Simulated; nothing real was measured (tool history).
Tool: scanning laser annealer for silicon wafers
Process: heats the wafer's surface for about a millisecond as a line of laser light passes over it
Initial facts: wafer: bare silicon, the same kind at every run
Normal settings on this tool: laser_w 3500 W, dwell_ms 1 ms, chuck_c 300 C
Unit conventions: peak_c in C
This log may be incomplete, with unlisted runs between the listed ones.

run	day	laser_w	dwell_ms	chuck_c	peak_c
1	0	3500	1	300	1069
# day 2.033: window over the wafer cleaned
2	2.625	3500	0.71	300	951
3	5.167	3500	1	299	1072
4	8.175	3500	1	299	1064
5	9.758	3500	1	300	1067
6	11.325	3021	0.84	300	893
7	14.062	3021	0.92	296	915
8	15.562	3723	1.01	300	1129
9	18.121	3104	1	273	936
10	21.062	3500	0.81	297	991

Each row is a separate what-if for the run after 10, all from the same tool condition, not one after another. Results?
A	22.667	3164	1.07	264	?
B	22.667	3500	0.79	291	?
C	22.667	3006	1.21	307	?
D	22.667	3500	0.77	275	?
E	22.667	3663	0.96	320	?

run	peak_c
A	968
B	973
C	1008
D	955
E	1116
Had the tool no hidden state, the same runs would have come out as:
run	peak_c
A	969
B	974
C	1009
D	956
E	1116

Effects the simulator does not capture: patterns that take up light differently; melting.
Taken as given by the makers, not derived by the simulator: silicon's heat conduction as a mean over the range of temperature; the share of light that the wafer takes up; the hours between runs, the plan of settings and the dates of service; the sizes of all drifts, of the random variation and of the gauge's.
